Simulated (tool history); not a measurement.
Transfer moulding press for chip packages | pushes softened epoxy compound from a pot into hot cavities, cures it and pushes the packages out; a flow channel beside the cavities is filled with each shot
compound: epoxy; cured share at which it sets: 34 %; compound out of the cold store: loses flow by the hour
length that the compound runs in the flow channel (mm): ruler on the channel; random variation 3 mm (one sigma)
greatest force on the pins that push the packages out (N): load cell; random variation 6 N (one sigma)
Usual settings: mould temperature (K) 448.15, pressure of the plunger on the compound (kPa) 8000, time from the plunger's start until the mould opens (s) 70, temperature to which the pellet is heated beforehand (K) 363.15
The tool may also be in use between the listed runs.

run	hour	mould temperature (K)	pressure of the plunger on the compound (kPa)	time from the plunger's start until the mould opens (s)	temperature to which the pellet is heated beforehand (K)	incoming compound's hours out of the cold store	length that the compound runs in the flow channel (mm)	greatest force on the pins that push the packages out (N)
1	0.0	448.15	8000	70	363.15	10.8	717	296
# hour 18.2: cavities cleaned with cleaning compound and waxed
2	28.1	448.15	8000	70	363.15	37.7	635	279
# hour 46.9: cavities cleaned with cleaning compound and waxed
3	49.8	448.15	8000	70	363.15	19.5	686	248
# hour 74.1: cavities cleaned with cleaning compound and waxed
4	74.1	448.15	8000	70	363.15	36.0	630	219
# hour 103.2: cavities cleaned with cleaning compound and waxed
# hour 110.1: plunger's sealing rings changed
5	120.3	448.15	8000	70	363.15	47.0	637	300
# hour 132.2: cavities cleaned with cleaning compound and waxed
# hour 162.5: cavities cleaned with cleaning compound and waxed
6	168.9	448.15	8000	70	363.15	16.3	725	270
# hour 191.6: cavities cleaned with cleaning compound and waxed
7	208.4	448.15	8000	70	363.15	21.2	700	321
# hour 221.5: cavities cleaned with cleaning compound and waxed
8	235.3	448.15	8000	70	363.15	41.2	647	300
# hour 252.2: cavities cleaned with cleaning compound and waxed
9	262.6	445.15	8000	70	363.15	13.9	731	336
# hour 281.5: cavities cleaned with cleaning compound and waxed
# hour 308.1: cavities cleaned with cleaning compound and waxed
10	311.3	445.15	8000	70	363.15	27.1	682	274
# hour 336.6: cavities cleaned with cleaning compound and waxed
11	356.3	445.15	8000	70	363.15	22.0	697	377
# hour 363.4: cavities cleaned with cleaning compound and waxed
12	380.8	445.15	8000	70	363.15	42.8	628	355
# hour 392.6: cavities cleaned with cleaning compound and waxed
13	409.1	448.15	6370	70	363.15	29.2	581	311
# hour 420.5: cavities cleaned with cleaning compound and waxed
# hour 449.1: cavities cleaned with cleaning compound and waxed
14	456.6	448.15	7380	58	356.15	28.6	630	359
# hour 462.8: mould's thermocouples calibrated
# hour 478.0: cavities cleaned with cleaning compound and waxed
15	494.5	442.15	9370	58	356.15	45.8	664	553
# hour 507.6: cavities cleaned with cleaning compound and waxed
# hour 528.1: plunger's sealing rings changed
16	534.0	448.15	8000	64	359.15	16.3	723	360
# hour 538.1: cavities cleaned with cleaning compound and waxed
# hour 544.5: mould's thermocouples calibrated, once more
# hour 567.9: cavities cleaned with cleaning compound and waxed
17	569.9	448.15	8000	64	359.15	38.2	663	262
# hour 595.0: cavities cleaned with cleaning compound and waxed
18	607.4	448.15	8000	64	359.15	17.7	720	339
# hour 622.0: cavities cleaned with cleaning compound and waxed
# hour 650.6: cavities cleaned with cleaning compound and waxed
19	657.7	448.15	8000	56	357.15	41.3	646	389
# hour 679.5: cavities cleaned with cleaning compound and waxed
20	704.0	448.15	8000	56	357.15	13.4	730	510
# hour 708.1: cavities cleaned with cleaning compound and waxed
21	728.0	448.15	8630	70	363.15	24.8	708	331
# hour 735.1: cavities cleaned with cleaning compound and waxed
# hour 763.1: cavities cleaned with cleaning compound and waxed
22	778.1	448.15	8630	70	363.15	42.4	655	322
# hour 790.4: cavities cleaned with cleaning compound and waxed
# hour 818.1: cavities cleaned with cleaning compound and waxed
23	824.3	442.15	8630	85	361.15	23.6	722	286
# hour 846.3: cavities cleaned with cleaning compound and waxed
24	866.2	442.15	8630	85	361.15	12.3	762	349
# hour 875.8: cavities cleaned with cleaning compound and waxed
# hour 903.9: cavities cleaned with cleaning compound and waxed
25	906.4	448.15	8010	70	372.15	43.6	610	238

Forecast each of these 4 alternatives for the next run:
# hour 933.5: cavities cleaned with cleaning compound and waxed
# hour 947.0: plunger's sealing rings changed
A	948.6	448.15	9870	70	358.15	21.3	?	?
# hour 933.5: cavities cleaned with cleaning compound and waxed
# hour 947.0: plunger's sealing rings changed
B	948.6	446.15	8000	63	358.15	13.2	?	?
# hour 933.5: cavities cleaned with cleaning compound and waxed
# hour 947.0: plunger's sealing rings changed
C	948.6	446.15	8000	51	363.15	38.5	?	?
# hour 933.5: cavities cleaned with cleaning compound and waxed
# hour 947.0: plunger's sealing rings changed
D	948.6	448.15	7530	87	366.15	8.4	?	?

run	length that the compound runs in the flow channel (mm)	greatest force on the pins that push the packages out (N)
A	792	305
B	750	416
C	658	619
D	739	280
Without the tool's hidden state the same runs would have given:
run	length that the compound runs in the flow channel (mm)	greatest force on the pins that push the packages out (N)
A	795	224
B	753	310
C	660	459
D	742	201
